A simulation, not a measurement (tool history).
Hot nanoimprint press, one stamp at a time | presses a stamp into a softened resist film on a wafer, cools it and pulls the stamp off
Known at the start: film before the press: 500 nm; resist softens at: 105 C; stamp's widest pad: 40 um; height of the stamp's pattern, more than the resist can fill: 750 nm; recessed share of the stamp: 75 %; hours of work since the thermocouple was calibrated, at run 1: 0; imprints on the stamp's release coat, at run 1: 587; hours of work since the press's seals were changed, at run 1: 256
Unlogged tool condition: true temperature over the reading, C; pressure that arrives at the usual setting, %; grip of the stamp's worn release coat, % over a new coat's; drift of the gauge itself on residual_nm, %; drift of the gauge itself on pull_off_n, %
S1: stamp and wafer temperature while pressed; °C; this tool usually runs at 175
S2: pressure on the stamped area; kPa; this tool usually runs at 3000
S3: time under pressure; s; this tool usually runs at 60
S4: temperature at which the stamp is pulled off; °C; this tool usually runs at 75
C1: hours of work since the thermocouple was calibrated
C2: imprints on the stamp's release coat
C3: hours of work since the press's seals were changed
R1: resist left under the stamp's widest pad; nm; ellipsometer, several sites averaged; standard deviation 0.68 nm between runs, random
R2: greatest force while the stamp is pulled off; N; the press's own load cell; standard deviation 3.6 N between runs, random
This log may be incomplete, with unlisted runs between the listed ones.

run	hour	S1	S2	S3	S4	C1	C2	C3	R1	R2
1	0	175	3000	60	75	0	587	256	266.2	173
2	24.7	175	3000	60	75	14	638	270	266.3	173
3	67.4	175	3000	60	75	40	726	295	266.1	170
4	97.7	175	3000	60	75	57	788	313	266.1	167
5	137.9	175	3000	60	75	81	870	337	265.6	166
6	163.8	175	3000	60	75	96	923	352	265.7	174
7	188.2	175	3000	60	75	110	973	366	266	179
8	229.4	175	3000	60	75	135	1058	390	266.2	172
9	266	175	3000	60	75	156	1133	412	265.6	167
10	286.4	175	3000	60	75	168	1175	424	266.6	168
11	311.9	175	3000	60	75	183	1227	439	265.4	170
12	349.7	175	3000	60	75	205	1305	461	266.9	171
13	375.5	175	3000	60	75	220	1358	476	264.4	175
14	404.3	175	3000	60	75	237	1417	493	264.3	174

Run 15 is up next; what results do you expect?
# hour 452.2: stamp cleaned and given a new release coat
15	456.3	175	3120	60	75	264	8	520	?	?

R1: 262.8 nm
R2: 175 N
Minus the tool's unlogged condition, the same run would have read R1 262.8 nm, R2 175 N.

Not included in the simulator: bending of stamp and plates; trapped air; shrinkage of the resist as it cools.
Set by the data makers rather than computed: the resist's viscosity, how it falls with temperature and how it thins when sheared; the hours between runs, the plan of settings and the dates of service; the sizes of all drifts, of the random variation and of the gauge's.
